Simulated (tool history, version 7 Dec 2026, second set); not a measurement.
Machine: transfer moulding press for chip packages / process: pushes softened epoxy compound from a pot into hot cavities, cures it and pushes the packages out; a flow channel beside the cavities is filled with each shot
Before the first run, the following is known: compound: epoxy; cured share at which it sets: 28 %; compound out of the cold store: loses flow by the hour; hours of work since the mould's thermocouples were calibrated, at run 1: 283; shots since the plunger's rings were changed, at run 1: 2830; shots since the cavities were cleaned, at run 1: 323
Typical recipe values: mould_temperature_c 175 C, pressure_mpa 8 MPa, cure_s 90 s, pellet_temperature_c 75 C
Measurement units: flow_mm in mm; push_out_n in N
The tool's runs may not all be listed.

run	hour	mould_temperature_c	pressure_mpa	cure_s	pellet_temperature_c	hours of work since the mould's thermocouples were calibrated	shots since the plunger's rings were changed	shots since the cavities were cleaned	incoming compound's hours out of the cold store	flow_mm	push_out_n
1	0.0	175	8	90	75	283	2830	323	43.9	755	426
2	20.6	175	8	90	75	296	3088	581	37.6	789	498
3	33.6	175	8	90	75	305	3249	742	13.9	888	547
# hour 38.6: cavities cleaned with cleaning compound and waxed
4	51.6	182	8	90	75	316	3456	162	8.6	889	328
5	61.7	182	8	90	75	322	3582	288	47.1	717	361
6	80.5	175	8	90	75	335	3817	523	22.5	845	502
7	98.5	182	8	90	75	346	4041	747	37.2	758	461
# hour 102.9: cavities cleaned with cleaning compound and waxed
8	123.3	175	8	90	75	362	4333	255	17.9	863	421
9	141.3	175	8	90	75	374	4557	479	10.7	884	512
# hour 166.4: cavities cleaned with cleaning compound and waxed
10	166.4	175	8	112	75	389	4852	0	40.6	752	252
11	177.0	175	8	112	75	396	4985	133	20.2	844	313
12	195.7	175	8	112	75	408	5219	367	43.8	737	381
13	216.6	175	8	90	75	422	5479	627	9.0	893	544

Predict the results of run 14:
# hour 232.1: plunger's sealing rings changed
# hour 233.6: cavities cleaned with cleaning compound and waxed
14	240.2	175	8	90	75	435	82	82	28.8	?	?

{"run 14": {"flow_mm": 851, "push_out_n": 358}}
With no hidden state in the tool, this same run would have given flow_mm 855 mm, push_out_n 320 N.

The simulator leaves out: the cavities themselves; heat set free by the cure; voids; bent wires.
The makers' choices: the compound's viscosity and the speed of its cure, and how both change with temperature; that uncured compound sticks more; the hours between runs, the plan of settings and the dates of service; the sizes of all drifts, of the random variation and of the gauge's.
